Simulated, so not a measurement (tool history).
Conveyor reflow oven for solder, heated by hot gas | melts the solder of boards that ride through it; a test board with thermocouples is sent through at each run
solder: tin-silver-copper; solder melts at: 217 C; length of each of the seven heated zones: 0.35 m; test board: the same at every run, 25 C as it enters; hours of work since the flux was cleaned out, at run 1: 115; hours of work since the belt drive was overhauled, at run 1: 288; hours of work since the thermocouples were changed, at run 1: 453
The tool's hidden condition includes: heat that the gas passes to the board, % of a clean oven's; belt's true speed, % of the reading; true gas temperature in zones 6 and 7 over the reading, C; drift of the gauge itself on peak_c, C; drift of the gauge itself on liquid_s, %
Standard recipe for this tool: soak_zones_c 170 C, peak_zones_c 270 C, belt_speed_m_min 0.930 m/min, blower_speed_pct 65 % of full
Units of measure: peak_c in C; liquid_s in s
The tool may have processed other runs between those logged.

run   hour  soak_zones_c  peak_zones_c  belt_speed_m_min  blower_speed_pct  hours of work since the flux was cleaned out  hours of work since the belt drive was overhauled  hours of work since the thermocouples were changed  peak_c  liquid_s
  1    0.0           170           270             0.930                65                                           115                                                288                                                 453   249.5      30.7
  2    7.0           170           270             0.930                65                                           121                                                293                                                 459   249.8      30.8
  3   14.5           170           270             1.017                65                                           126                                                299                                                 465   245.6      25.5
  4   25.6           170           270             1.017                65                                           135                                                308                                                 473   245.6      25.8
  5   34.6           170           270             1.017                65                                           142                                                315                                                 480   245.9      25.7
  6   41.3           170           279             0.930                65                                           147                                                320                                                 485   256.4      34.4
  7   55.7           170           279             0.930                65                                           158                                                331                                                 497   256.0      33.9
  8   67.7           170           270             0.930                65                                           168                                                341                                                 506   248.6      30.7
  9   74.9           170           270             0.930                65                                           173                                                346                                                 512   248.9      30.7
 10   84.3           170           270             0.930                65                                           181                                                353                                                 519   249.0      30.5
 11   97.6           170           270             0.930                65                                           191                                                364                                                 529   248.5      30.5
 12  104.5           170           270             0.930                65                                           196                                                369                                                 535   248.5      30.7
 13  111.2           170           272             0.930                65                                           202                                                374                                                 540   250.1      31.1
 14  120.0           174           270             0.930                65                                           208                                                381                                                 547   249.8      31.3
 15  132.5           170           270             0.930                65                                           218                                                391                                                 556   248.4      30.7
 16  141.3           170           270             0.930                65                                           225                                                398                                                 563   248.9      30.3
 17  149.3           170           270             0.930                65                                           231                                                404                                                 569   248.8      30.5
 18  161.6           169           270             0.930                65                                           241                                                414                                                 579   248.4      29.9
 19  168.3           171           270             0.887                87                                           246                                                419                                                 584   254.3      35.7
 20  175.2           171           270             0.887                87                                           251                                                424                                                 590   254.5      35.7
 21  185.8           178           261             0.953                51                                           259                                                432                                                 598   238.5      24.9
 22  192.1           178           261             0.953                51                                           264                                                437                                                 603   238.6      24.5
     201.3  -- flux residue cleaned out of gas plates and filters
 23  207.6           178           261             0.953                51                                             5                                                445                                                 611   240.4      26.6
 24  217.5           172           263             0.953                51                                            13                                                453                                                 619   240.6      25.1
 25  228.1           172           263             0.953                51                                            21                                                461                                                 627   240.7      24.9
 26  241.6           181           263             0.954                51                                            31                                                472                                                 637   242.6      28.7
 27  250.2           172           265             0.998                51                                            38                                                478                                                 644   239.9      23.5
 28  260.7           165           269             1.083                64                                            46                                                487                                                 652   241.4      21.8
 29  274.0           165           269             1.083                64                                            56                                                497                                                 662   241.8      21.3
 30  282.7           165           269             1.083                64                                            63                                                504                                                 669   241.8      21.6

Across each entry between runs, compare the hidden state at the last listed run before it with the hidden state at the first listed run after it:
Logged between run 22 and run 23: flux residue cleaned out of gas plates and filters (hour 201.3)
  heat that the gas passes to the board, % of a clean oven's: 92.2 -> 99.5; belt's true speed, % of the reading: 99.21 -> 99.19; true gas temperature in zones 6 and 7 over the reading, C: 2.66 -> 2.69
  the result without the hidden state subtracted from the measured one, peak_c: +0.3 -> +2.2 C; liquid_s: +0.0 -> +1.7 s
